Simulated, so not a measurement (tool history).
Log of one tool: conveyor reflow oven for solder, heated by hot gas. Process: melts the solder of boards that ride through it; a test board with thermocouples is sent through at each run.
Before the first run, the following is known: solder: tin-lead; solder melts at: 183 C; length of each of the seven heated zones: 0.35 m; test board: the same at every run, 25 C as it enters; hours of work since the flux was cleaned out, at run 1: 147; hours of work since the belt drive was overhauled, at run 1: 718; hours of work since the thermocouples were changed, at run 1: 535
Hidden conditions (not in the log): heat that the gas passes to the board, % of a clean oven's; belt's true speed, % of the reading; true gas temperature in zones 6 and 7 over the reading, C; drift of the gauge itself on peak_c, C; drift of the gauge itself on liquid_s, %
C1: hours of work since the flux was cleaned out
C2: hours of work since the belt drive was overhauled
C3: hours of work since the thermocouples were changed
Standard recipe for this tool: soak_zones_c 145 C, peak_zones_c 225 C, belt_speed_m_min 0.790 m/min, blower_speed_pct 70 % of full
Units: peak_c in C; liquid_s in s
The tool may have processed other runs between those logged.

{"run": 1, "day": 0.0, "soak_zones_c": 145, "peak_zones_c": 225, "belt_speed_m_min": 0.79, "blower_speed_pct": 70, "C1": 147, "C2": 718, "C3": 535, "peak_c": 208.2, "liquid_s": 36.8}
{"run": 2, "day": 0.596, "soak_zones_c": 145, "peak_zones_c": 225, "belt_speed_m_min": 0.79, "blower_speed_pct": 70, "C1": 155, "C2": 726, "C3": 544, "peak_c": 208.5, "liquid_s": 36.6}
{"run": 3, "day": 1.104, "soak_zones_c": 145, "peak_zones_c": 225, "belt_speed_m_min": 0.79, "blower_speed_pct": 70, "C1": 162, "C2": 733, "C3": 551, "peak_c": 208.3, "liquid_s": 37.0}
{"run": 4, "day": 1.925, "soak_zones_c": 145, "peak_zones_c": 225, "belt_speed_m_min": 0.79, "blower_speed_pct": 70, "C1": 174, "C2": 745, "C3": 563, "peak_c": 208.2, "liquid_s": 36.3}
{"run": 5, "day": 2.65, "soak_zones_c": 145, "peak_zones_c": 225, "belt_speed_m_min": 0.79, "blower_speed_pct": 70, "C1": 184, "C2": 755, "C3": 573, "peak_c": 208.1, "liquid_s": 37.0}
{"run": 6, "day": 3.496, "soak_zones_c": 145, "peak_zones_c": 225, "belt_speed_m_min": 0.79, "blower_speed_pct": 70, "C1": 197, "C2": 767, "C3": 585, "peak_c": 208.0, "liquid_s": 36.3}
{"run": 7, "day": 4.408, "soak_zones_c": 145, "peak_zones_c": 225, "belt_speed_m_min": 0.79, "blower_speed_pct": 70, "C1": 210, "C2": 780, "C3": 598, "peak_c": 208.3, "liquid_s": 36.4}
{"run": 8, "day": 5.367, "soak_zones_c": 145, "peak_zones_c": 214, "belt_speed_m_min": 0.79, "blower_speed_pct": 70, "C1": 223, "C2": 794, "C3": 612, "peak_c": 199.1, "liquid_s": 28.9}
{"run": 9, "day": 5.879, "soak_zones_c": 145, "peak_zones_c": 214, "belt_speed_m_min": 0.79, "blower_speed_pct": 70, "C1": 230, "C2": 801, "C3": 619, "peak_c": 198.7, "liquid_s": 28.4}
{"run": 10, "day": 6.504, "soak_zones_c": 145, "peak_zones_c": 225, "belt_speed_m_min": 0.79, "blower_speed_pct": 70, "C1": 239, "C2": 810, "C3": 628, "peak_c": 207.6, "liquid_s": 36.4}
{"run": 11, "day": 7.092, "soak_zones_c": 145, "peak_zones_c": 225, "belt_speed_m_min": 0.79, "blower_speed_pct": 70, "C1": 248, "C2": 819, "C3": 636, "peak_c": 207.5, "liquid_s": 36.3}
{"run": 12, "day": 8.267, "soak_zones_c": 145, "peak_zones_c": 239, "belt_speed_m_min": 0.79, "blower_speed_pct": 70, "C1": 264, "C2": 835, "C3": 653, "peak_c": 219.3, "liquid_s": 43.6}
{"run": 13, "day": 8.954, "soak_zones_c": 145, "peak_zones_c": 239, "belt_speed_m_min": 0.79, "blower_speed_pct": 70, "C1": 274, "C2": 845, "C3": 663, "peak_c": 219.2, "liquid_s": 43.4}
{"run": 14, "day": 9.904, "soak_zones_c": 145, "peak_zones_c": 239, "belt_speed_m_min": 0.79, "blower_speed_pct": 70, "C1": 288, "C2": 859, "C3": 676, "peak_c": 219.5, "liquid_s": 43.5}
{"run": 15, "day": 10.483, "soak_zones_c": 145, "peak_zones_c": 239, "belt_speed_m_min": 0.79, "blower_speed_pct": 70, "C1": 296, "C2": 867, "C3": 684, "peak_c": 219.2, "liquid_s": 43.3}
{"run": 16, "day": 11.238, "soak_zones_c": 145, "peak_zones_c": 239, "belt_speed_m_min": 0.79, "blower_speed_pct": 70, "C1": 307, "C2": 878, "C3": 695, "peak_c": 219.1, "liquid_s": 43.0}
{"run": 17, "day": 11.979, "soak_zones_c": 146, "peak_zones_c": 239, "belt_speed_m_min": 0.79, "blower_speed_pct": 58, "C1": 317, "C2": 888, "C3": 706, "peak_c": 216.6, "liquid_s": 42.0}
{"run": 18, "day": 12.754, "soak_zones_c": 146, "peak_zones_c": 239, "belt_speed_m_min": 0.79, "blower_speed_pct": 58, "C1": 328, "C2": 899, "C3": 717, "peak_c": 216.7, "liquid_s": 41.6}
{"run": 19, "day": 13.562, "soak_zones_c": 146, "peak_zones_c": 239, "belt_speed_m_min": 0.79, "blower_speed_pct": 58, "C1": 340, "C2": 911, "C3": 728, "peak_c": 216.0, "liquid_s": 41.6}
{"run": 20, "day": 14.354, "soak_zones_c": 145, "peak_zones_c": 225, "belt_speed_m_min": 0.728, "blower_speed_pct": 58, "C1": 351, "C2": 922, "C3": 740, "peak_c": 206.8, "liquid_s": 38.8}
{"run": 21, "day": 15.45, "soak_zones_c": 145, "peak_zones_c": 225, "belt_speed_m_min": 0.728, "blower_speed_pct": 58, "C1": 367, "C2": 937, "C3": 755, "peak_c": 207.3, "liquid_s": 38.4}
{"day": 15.967, "done": "flux residue cleaned out of gas plates and filters"}
{"run": 22, "day": 16.479, "soak_zones_c": 141, "peak_zones_c": 233, "belt_speed_m_min": 0.79, "blower_speed_pct": 70, "C1": 7, "C2": 949, "C3": 767, "peak_c": 215.7, "liquid_s": 40.5}
{"day": 17.546, "done": "belt drive overhauled, speed set with a stopwatch"}
{"run": 23, "day": 17.821, "soak_zones_c": 145, "peak_zones_c": 221, "belt_speed_m_min": 0.931, "blower_speed_pct": 70, "C1": 24, "C2": 4, "C3": 783, "peak_c": 199.8, "liquid_s": 23.8}

Run 24 has not been measured yet. What should we expect?
{"run": 24, "day": 18.583, "soak_zones_c": 145, "peak_zones_c": 221, "belt_speed_m_min": 0.931, "blower_speed_pct": 70, "C1": 35, "C2": 15, "C3": 794, "peak_c": "?", "liquid_s": "?"}

peak_c: 199.7 C
liquid_s: 23.7 s
Were there no unlogged condition in the tool, this run, its random variation unchanged, would have produced peak_c 201.0 C, liquid_s 24.9 s.

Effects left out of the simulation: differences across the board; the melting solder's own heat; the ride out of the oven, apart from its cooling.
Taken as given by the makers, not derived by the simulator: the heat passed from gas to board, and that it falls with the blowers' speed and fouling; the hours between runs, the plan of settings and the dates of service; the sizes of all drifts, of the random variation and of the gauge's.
